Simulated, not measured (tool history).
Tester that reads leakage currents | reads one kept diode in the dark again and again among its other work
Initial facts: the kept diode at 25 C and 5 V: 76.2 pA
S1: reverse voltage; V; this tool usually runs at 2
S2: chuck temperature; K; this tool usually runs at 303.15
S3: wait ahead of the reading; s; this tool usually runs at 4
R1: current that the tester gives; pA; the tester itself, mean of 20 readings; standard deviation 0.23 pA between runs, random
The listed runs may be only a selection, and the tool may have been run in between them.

run	hour	S1	S2	S3	R1
1	0	2	303.15	4	83.9
2	157.5	2	303.15	4	84.7
3	281.7	2	303.15	4	84.5
4	399.7	2	303.15	4	84.9
5	524.6	2	303.15	4	85.76
6	618.6	2	303.15	4	85.96
7	759.4	2	303.15	4	85.68
8	857.9	2	303.15	4	86.17
# hour 869.7: probe card cleaned and baked
9	1013.2	2	303.15	4	87.89
10	1107.9	2	303.15	4	88.48
11	1231	2	303.15	3.14	88.41
# hour 1290.4: chuck's temperature calibrated
12	1325	2	303.15	3.14	78.78
# hour 1342.8: probe card cleaned and baked, once more
13	1405	2	303.15	3.14	74.56
14	1477.3	1.11	332.15	2.45	648.67
15	1585.2	12.33	307.15	0.75	284.9

Forecast run 16:
16	1704.4	1.91	328.15	4	?

{"run 16": {"R1": 630.55}}
If the tool had no hidden condition, the same run with the same run-to-run variation would have returned R1 640.33 pA.
